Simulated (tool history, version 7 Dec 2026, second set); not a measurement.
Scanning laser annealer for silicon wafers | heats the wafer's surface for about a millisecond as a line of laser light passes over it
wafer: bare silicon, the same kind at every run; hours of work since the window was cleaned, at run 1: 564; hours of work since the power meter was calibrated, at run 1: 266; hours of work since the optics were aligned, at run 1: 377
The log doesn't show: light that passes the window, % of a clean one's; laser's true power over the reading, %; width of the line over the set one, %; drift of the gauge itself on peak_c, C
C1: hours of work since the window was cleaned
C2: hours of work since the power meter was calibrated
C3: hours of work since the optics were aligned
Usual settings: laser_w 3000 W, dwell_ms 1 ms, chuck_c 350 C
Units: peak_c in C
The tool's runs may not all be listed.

Run 1, hour 0: usual settings; C1 564; C2 266; C3 377. Result: peak_c 1127 C.
Run 2, hour 24.6: usual settings; C1 577; C2 279; C3 391. Result: peak_c 1128 C.
Run 3, hour 50: usual settings; C1 591; C2 293; C3 404. Result: peak_c 1127 C.
Run 4, hour 66: usual settings; C1 599; C2 301; C3 413. Result: peak_c 1126 C.
Run 5, hour 79.9: usual settings but dwell_ms 1.02 ms; C1 607; C2 309; C3 420. Result: peak_c 1132 C.
Run 6, hour 99.7: usual settings; C1 617; C2 319; C3 431. Result: peak_c 1132 C.
Run 7, hour 120.7: usual settings; C1 628; C2 331; C3 442. Result: peak_c 1126 C.
Run 8, hour 136.4: usual settings; C1 637; C2 339; C3 450. Result: peak_c 1128 C.
Run 9, hour 157.3: usual settings; C1 648; C2 350; C3 461. Result: peak_c 1130 C.
Run 10, hour 177.9: usual settings; C1 659; C2 361; C3 472. Result: peak_c 1126 C.
Run 11, hour 197.2: usual settings; C1 669; C2 371; C3 483. Result: peak_c 1126 C.
Run 12, hour 214.7: usual settings but laser_w 2635 W, dwell_ms 0.91 ms, chuck_c 376 C; C1 679; C2 381; C3 492. Result: peak_c 1035 C.
Run 13, hour 228.4: usual settings but laser_w 3202 W, chuck_c 368 C; C1 686; C2 388; C3 499. Result: peak_c 1191 C.
Run 14, hour 253.7: usual settings but laser_w 3202 W, chuck_c 368 C; C1 699; C2 401; C3 513. Result: peak_c 1197 C.
Run 15, hour 268.6: usual settings but laser_w 3194 W, dwell_ms 0.92 ms, chuck_c 335 C; C1 707; C2 409; C3 521. Result: peak_c 1130 C.
Run 16, hour 288.5: usual settings but laser_w 2905 W, chuck_c 340 C; C1 718; C2 420; C3 531. Result: peak_c 1098 C.
Run 17, hour 307.8: usual settings but laser_w 2727 W, dwell_ms 1.21 ms, chuck_c 340 C; C1 728; C2 430; C3 542. Result: peak_c 1116 C.
Run 18, hour 322.9: usual settings but laser_w 2774 W, dwell_ms 1.06 ms, chuck_c 327 C; C1 736; C2 438; C3 550. Result: peak_c 1069 C.
Run 19, hour 340.5: usual settings but laser_w 2774 W, dwell_ms 1.06 ms, chuck_c 327 C; C1 746; C2 448; C3 559. Result: peak_c 1068 C.
Run 20, hour 355.8: usual settings but laser_w 3052 W, dwell_ms 1.06 ms, chuck_c 386 C; C1 754; C2 456; C3 567. Result: peak_c 1200 C.
Run 21, hour 369.4: usual settings but laser_w 2915 W, chuck_c 322 C; C1 761; C2 463; C3 575. Result: peak_c 1078 C.

4 ways to go on from here, each from the tool as it stands after run 21. What would each give?
Run A, hour 388.7: usual settings but laser_w 2995 W, dwell_ms 0.79 ms; C1 771; C2 474; C3 585. Result: peak_c ?.
Run B, hour 388.7: usual settings but dwell_ms 0.79 ms, chuck_c 342 C; C1 771; C2 474; C3 585. Result: peak_c ?.
Run C, hour 388.7: usual settings but laser_w 3008 W, dwell_ms 1.02 ms, chuck_c 378 C; C1 771; C2 474; C3 585. Result: peak_c ?.
Run D, hour 388.7: usual settings but laser_w 2915 W, dwell_ms 0.97 ms, chuck_c 335 C; C1 771; C2 474; C3 585. Result: peak_c ?.

run  peak_c
  A    1050
  B    1044
  C    1163
  D    1085
Without the tool's hidden state the same runs would have given:
run  peak_c
  A    1050
  B    1045
  C    1164
  D    1085
